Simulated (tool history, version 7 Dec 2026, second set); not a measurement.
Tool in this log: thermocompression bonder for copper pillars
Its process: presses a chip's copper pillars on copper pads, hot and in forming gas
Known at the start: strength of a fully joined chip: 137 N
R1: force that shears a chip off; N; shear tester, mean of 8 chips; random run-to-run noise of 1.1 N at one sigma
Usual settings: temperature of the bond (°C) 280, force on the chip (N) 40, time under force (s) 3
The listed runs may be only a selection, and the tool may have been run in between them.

run 1 hour=0.0 | temperature_of_the_bond_(°C)=280 force_on_the_chip_(N)=40 time_under_force_(s)=3 | R1=96.0
run 2 hour=20.9 | temperature_of_the_bond_(°C)=280 force_on_the_chip_(N)=45 time_under_force_(s)=3 | R1=105.6
run 3 hour=37.5 | temperature_of_the_bond_(°C)=280 force_on_the_chip_(N)=31 time_under_force_(s)=3 | R1=80.4
run 4 hour=54.1 | temperature_of_the_bond_(°C)=280 force_on_the_chip_(N)=31 time_under_force_(s)=3 | R1=80.7
run 5 hour=68.7 | temperature_of_the_bond_(°C)=280 force_on_the_chip_(N)=31 time_under_force_(s)=3 | R1=81.7
run 6 hour=77.6 | temperature_of_the_bond_(°C)=262 force_on_the_chip_(N)=40 time_under_force_(s)=3 | R1=83.6
run 7 hour=91.5 | temperature_of_the_bond_(°C)=262 force_on_the_chip_(N)=40 time_under_force_(s)=3 | R1=84.1
run 8 hour=102.1 | temperature_of_the_bond_(°C)=280 force_on_the_chip_(N)=43 time_under_force_(s)=3 | R1=99.2
run 9 hour=116.5 | temperature_of_the_bond_(°C)=288 force_on_the_chip_(N)=40 time_under_force_(s)=3 | R1=96.8
run 10 hour=127.9 | temperature_of_the_bond_(°C)=288 force_on_the_chip_(N)=40 time_under_force_(s)=3 | R1=98.3
-- hour=133.0 forming gas filter changed
run 11 hour=139.3 | temperature_of_the_bond_(°C)=288 force_on_the_chip_(N)=40 time_under_force_(s)=3 | R1=104.4
run 12 hour=147.8 | temperature_of_the_bond_(°C)=288 force_on_the_chip_(N)=40 time_under_force_(s)=3 | R1=106.0
run 13 hour=161.1 | temperature_of_the_bond_(°C)=280 force_on_the_chip_(N)=40 time_under_force_(s)=3 | R1=100.1
run 14 hour=169.7 | temperature_of_the_bond_(°C)=280 force_on_the_chip_(N)=40 time_under_force_(s)=3 | R1=99.0
run 15 hour=179.7 | temperature_of_the_bond_(°C)=280 force_on_the_chip_(N)=40 time_under_force_(s)=3 | R1=99.9
run 16 hour=189.5 | temperature_of_the_bond_(°C)=280 force_on_the_chip_(N)=40 time_under_force_(s)=3 | R1=98.9
run 17 hour=198.3 | temperature_of_the_bond_(°C)=280 force_on_the_chip_(N)=40 time_under_force_(s)=3 | R1=98.9
run 18 hour=216.9 | temperature_of_the_bond_(°C)=280 force_on_the_chip_(N)=25 time_under_force_(s)=3 | R1=69.0
run 19 hour=229.9 | temperature_of_the_bond_(°C)=280 force_on_the_chip_(N)=25 time_under_force_(s)=3 | R1=70.0
run 20 hour=249.9 | temperature_of_the_bond_(°C)=280 force_on_the_chip_(N)=25 time_under_force_(s)=3 | R1=69.2
run 21 hour=269.9 | temperature_of_the_bond_(°C)=280 force_on_the_chip_(N)=25 time_under_force_(s)=3 | R1=67.2
-- hour=273.3 heater calibrated with a thermocouple chip
run 22 hour=290.1 | temperature_of_the_bond_(°C)=280 force_on_the_chip_(N)=25 time_under_force_(s)=3 | R1=66.1
run 23 hour=304.7 | temperature_of_the_bond_(°C)=285 force_on_the_chip_(N)=29 time_under_force_(s)=2 | R1=69.4
run 24 hour=322.8 | temperature_of_the_bond_(°C)=285 force_on_the_chip_(N)=29 time_under_force_(s)=2 | R1=67.3
run 25 hour=335.1 | temperature_of_the_bond_(°C)=293 force_on_the_chip_(N)=44 time_under_force_(s)=3 | R1=104.7
run 26 hour=344.6 | temperature_of_the_bond_(°C)=280 force_on_the_chip_(N)=38 time_under_force_(s)=4 | R1=96.3
run 27 hour=353.6 | temperature_of_the_bond_(°C)=280 force_on_the_chip_(N)=37 time_under_force_(s)=4 | R1=94.4
run 28 hour=368.3 | temperature_of_the_bond_(°C)=280 force_on_the_chip_(N)=37 time_under_force_(s)=4 | R1=93.3
-- hour=371.3 forming gas filter changed
run 29 hour=378.3 | temperature_of_the_bond_(°C)=280 force_on_the_chip_(N)=37 time_under_force_(s)=4 | R1=101.8
-- hour=395.8 heater calibrated with a thermocouple chip, once more
run 30 hour=400.5 | temperature_of_the_bond_(°C)=298 force_on_the_chip_(N)=54 time_under_force_(s)=2 | R1=118.5
run 31 hour=416.4 | temperature_of_the_bond_(°C)=260 force_on_the_chip_(N)=38 time_under_force_(s)=2 | R1=76.3
run 32 hour=429.8 | temperature_of_the_bond_(°C)=298 force_on_the_chip_(N)=31 time_under_force_(s)=3 | R1=94.8
run 33 hour=443.7 | temperature_of_the_bond_(°C)=289 force_on_the_chip_(N)=48 time_under_force_(s)=6 | R1=126.0
run 34 hour=463.4 | temperature_of_the_bond_(°C)=273 force_on_the_chip_(N)=38 time_under_force_(s)=2 | R1=83.0

Run 35, settings as shown, results not yet in. Your forecast:
run 35 hour=474.1 | temperature_of_the_bond_(°C)=257 force_on_the_chip_(N)=40 time_under_force_(s)=3 | R1=?

{"run 35": {"R1": 83.9}}
With the hidden condition absent and the run-to-run variation left alone, this run would have shown R1 84.3 N.
